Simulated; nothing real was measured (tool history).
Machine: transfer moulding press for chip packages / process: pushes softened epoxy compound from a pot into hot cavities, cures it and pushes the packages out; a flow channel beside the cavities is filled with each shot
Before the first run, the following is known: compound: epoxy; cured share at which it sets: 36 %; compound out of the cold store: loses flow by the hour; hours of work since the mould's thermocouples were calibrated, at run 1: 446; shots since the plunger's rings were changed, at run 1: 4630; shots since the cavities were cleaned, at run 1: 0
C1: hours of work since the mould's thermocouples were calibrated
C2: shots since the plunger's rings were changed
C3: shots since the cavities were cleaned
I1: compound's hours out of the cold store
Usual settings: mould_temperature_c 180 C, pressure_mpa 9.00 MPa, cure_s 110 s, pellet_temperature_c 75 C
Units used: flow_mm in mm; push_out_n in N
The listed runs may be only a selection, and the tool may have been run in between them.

Run 1, day 0.000: usual settings; C1 446; C2 4630; C3 0; I1 21.9. Result: flow_mm 505 mm, push_out_n 480 N.
Run 2, day 1.242: usual settings; C1 469; C2 5000; C3 370; I1 22.9. Result: flow_mm 503 mm, push_out_n 705 N.
At day 1.912: cavities cleaned with cleaning compound and waxed.
Run 3, day 2.458: usual settings; C1 490; C2 5344; C3 163; I1 16.6. Result: flow_mm 515 mm, push_out_n 603 N.
At day 3.867: cavities cleaned with cleaning compound and waxed.
Run 4, day 4.483: usual settings; C1 526; C2 5928; C3 184; I1 45.2. Result: flow_mm 442 mm, push_out_n 577 N.
At day 5.871: cavities cleaned with cleaning compound and waxed.
At day 6.146: mould's thermocouples calibrated.
Run 5, day 6.892: usual settings; C1 14; C2 6602; C3 279; I1 11.5. Result: flow_mm 513 mm, push_out_n 645 N.
At day 7.846: plunger's sealing rings changed.
At day 8.112: cavities cleaned with cleaning compound and waxed.
Run 6, day 9.425: usual settings; C1 57; C2 453; C3 392; I1 35.7. Result: flow_mm 491 mm, push_out_n 628 N.
At day 10.154: cavities cleaned with cleaning compound and waxed.
Run 7, day 11.925: usual settings but pellet_temperature_c 72 C; C1 102; C2 1179; C3 528; I1 44.4. Result: flow_mm 472 mm, push_out_n 645 N.
At day 12.096: cavities cleaned with cleaning compound and waxed.
At day 14.104: cavities cleaned with cleaning compound and waxed.
Run 8, day 14.546: usual settings but pellet_temperature_c 72 C; C1 148; C2 1923; C3 132; I1 14.5. Result: flow_mm 543 mm, push_out_n 548 N.
At day 16.025: cavities cleaned with cleaning compound and waxed.
Run 9, day 16.221: usual settings but pressure_mpa 10.32 MPa, cure_s 144 s; C1 178; C2 2403; C3 58; I1 42.6. Result: flow_mm 496 mm, push_out_n 417 N.
At day 18.029: cavities cleaned with cleaning compound and waxed.
Run 10, day 18.654: usual settings but pressure_mpa 10.32 MPa, cure_s 144 s; C1 222; C2 3110; C3 186; I1 25.3. Result: flow_mm 542 mm, push_out_n 441 N.
Run 11, day 19.717: usual settings but mould_temperature_c 174 C, pressure_mpa 7.20 MPa, cure_s 114 s; C1 241; C2 3426; C3 502; I1 23.8. Result: flow_mm 472 mm, push_out_n 942 N.
At day 19.921: cavities cleaned with cleaning compound and waxed.
At day 21.946: cavities cleaned with cleaning compound and waxed.
Run 12, day 22.204: usual settings but mould_temperature_c 174 C, pressure_mpa 10.23 MPa, cure_s 114 s; C1 285; C2 4130; C3 77; I1 41.3. Result: flow_mm 511 mm, push_out_n 706 N.

Here are 4 independent what-if runs from the current tool condition. What would each one return?
Run A, day 23.242: usual settings but mould_temperature_c 182 C, pressure_mpa 10.23 MPa, cure_s 114 s, pellet_temperature_c 72 C; C1 304; C2 4439; C3 386; I1 25.2. Result: flow_mm ?, push_out_n ?.
Run B, day 23.242: usual settings but mould_temperature_c 174 C, pressure_mpa 7.89 MPa, cure_s 109 s, pellet_temperature_c 69 C; C1 304; C2 4439; C3 386; I1 18.6. Result: flow_mm ?, push_out_n ?.
Run C, day 23.242: usual settings but mould_temperature_c 174 C, pressure_mpa 10.23 MPa, cure_s 114 s, pellet_temperature_c 76 C; C1 304; C2 4439; C3 386; I1 16.4. Result: flow_mm ?, push_out_n ?.
Run D, day 23.242: usual settings but pressure_mpa 10.64 MPa, cure_s 94 s; C1 304; C2 4439; C3 386; I1 34.6. Result: flow_mm ?, push_out_n ?.

run  flow_mm  push_out_n
  A      524         577
  B      495        1057
  C      574         962
  D      512         885
With no hidden state in the tool, these same runs would have given:
run  flow_mm  push_out_n
  A      554         391
  B      523         698
  C      607         636
  D      541         588

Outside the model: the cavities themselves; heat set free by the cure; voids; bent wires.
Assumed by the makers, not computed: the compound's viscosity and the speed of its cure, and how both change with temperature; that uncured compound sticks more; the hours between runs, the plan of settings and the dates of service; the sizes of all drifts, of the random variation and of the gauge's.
